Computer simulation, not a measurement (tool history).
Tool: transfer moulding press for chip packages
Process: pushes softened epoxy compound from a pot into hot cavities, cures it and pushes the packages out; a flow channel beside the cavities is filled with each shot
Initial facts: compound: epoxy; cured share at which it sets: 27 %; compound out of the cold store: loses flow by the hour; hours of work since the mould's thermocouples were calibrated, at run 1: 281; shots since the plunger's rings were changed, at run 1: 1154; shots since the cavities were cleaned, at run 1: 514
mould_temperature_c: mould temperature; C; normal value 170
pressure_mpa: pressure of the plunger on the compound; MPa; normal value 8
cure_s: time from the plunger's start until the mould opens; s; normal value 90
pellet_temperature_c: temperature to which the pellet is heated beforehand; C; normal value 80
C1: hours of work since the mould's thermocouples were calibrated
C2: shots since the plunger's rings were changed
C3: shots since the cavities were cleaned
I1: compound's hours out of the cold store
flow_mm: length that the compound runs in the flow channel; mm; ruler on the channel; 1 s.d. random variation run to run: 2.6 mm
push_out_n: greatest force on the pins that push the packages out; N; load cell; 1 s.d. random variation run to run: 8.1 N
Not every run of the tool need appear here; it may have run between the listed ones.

{"run": 1, "hour": 0.0, "mould_temperature_c": 170, "pressure_mpa": 8, "cure_s": 90, "pellet_temperature_c": 80, "C1": 281, "C2": 1154, "C3": 514, "I1": 13.1, "flow_mm": 578, "push_out_n": 585}
{"run": 2, "hour": 11.2, "mould_temperature_c": 164, "pressure_mpa": 8, "cure_s": 90, "pellet_temperature_c": 80, "C1": 287, "C2": 1273, "C3": 633, "I1": 27.1, "flow_mm": 544, "push_out_n": 769}
{"run": 3, "hour": 28.9, "mould_temperature_c": 164, "pressure_mpa": 8, "cure_s": 90, "pellet_temperature_c": 80, "C1": 296, "C2": 1459, "C3": 819, "I1": 11.1, "flow_mm": 604, "push_out_n": 832}
{"hour": 35.4, "done": "cavities cleaned with cleaning compound and waxed"}
{"run": 4, "hour": 46.3, "mould_temperature_c": 164, "pressure_mpa": 8, "cure_s": 90, "pellet_temperature_c": 80, "C1": 304, "C2": 1628, "C3": 115, "I1": 34.9, "flow_mm": 516, "push_out_n": 552}
{"run": 5, "hour": 56.3, "mould_temperature_c": 175, "pressure_mpa": 8, "cure_s": 90, "pellet_temperature_c": 80, "C1": 309, "C2": 1734, "C3": 221, "I1": 35.6, "flow_mm": 489, "push_out_n": 446}
{"run": 6, "hour": 68.7, "mould_temperature_c": 175, "pressure_mpa": 8, "cure_s": 90, "pellet_temperature_c": 80, "C1": 316, "C2": 1864, "C3": 351, "I1": 19.6, "flow_mm": 541, "push_out_n": 476}
{"run": 7, "hour": 92.3, "mould_temperature_c": 175, "pressure_mpa": 8, "cure_s": 78, "pellet_temperature_c": 80, "C1": 328, "C2": 2114, "C3": 601, "I1": 20.7, "flow_mm": 537, "push_out_n": 564}
{"run": 8, "hour": 116.1, "mould_temperature_c": 175, "pressure_mpa": 8, "cure_s": 78, "pellet_temperature_c": 80, "C1": 340, "C2": 2365, "C3": 852, "I1": 34, "flow_mm": 486, "push_out_n": 597}
{"hour": 119.7, "done": "cavities cleaned with cleaning compound and waxed"}
{"run": 9, "hour": 136.7, "mould_temperature_c": 175, "pressure_mpa": 8, "cure_s": 78, "pellet_temperature_c": 80, "C1": 349, "C2": 2567, "C3": 180, "I1": 34.7, "flow_mm": 486, "push_out_n": 469}
{"run": 10, "hour": 150.0, "mould_temperature_c": 170, "pressure_mpa": 7.68, "cure_s": 90, "pellet_temperature_c": 80, "C1": 356, "C2": 2708, "C3": 321, "I1": 29.4, "flow_mm": 496, "push_out_n": 530}
{"run": 11, "hour": 174.3, "mould_temperature_c": 170, "pressure_mpa": 7.68, "cure_s": 90, "pellet_temperature_c": 80, "C1": 368, "C2": 2964, "C3": 577, "I1": 31.9, "flow_mm": 490, "push_out_n": 570}
{"run": 12, "hour": 191.8, "mould_temperature_c": 170, "pressure_mpa": 8, "cure_s": 98, "pellet_temperature_c": 80, "C1": 377, "C2": 3149, "C3": 762, "I1": 38.6, "flow_mm": 478, "push_out_n": 548}
{"hour": 202.6, "done": "cavities cleaned with cleaning compound and waxed"}
{"run": 13, "hour": 204.4, "mould_temperature_c": 170, "pressure_mpa": 8, "cure_s": 90, "pellet_temperature_c": 80, "C1": 383, "C2": 3266, "C3": 19, "I1": 17.8, "flow_mm": 545, "push_out_n": 380}

What will run 14 give?
{"run": 14, "hour": 225.2, "mould_temperature_c": 170, "pressure_mpa": 8.8, "cure_s": 117, "pellet_temperature_c": 80, "C1": 394, "C2": 3487, "C3": 240, "I1": 44.6, "flow_mm": "?", "push_out_n": "?"}

{"run 14": {"flow_mm": 474, "push_out_n": 439}}
With no hidden state in the tool, this same run would have given flow_mm 507 mm, push_out_n 316 N.
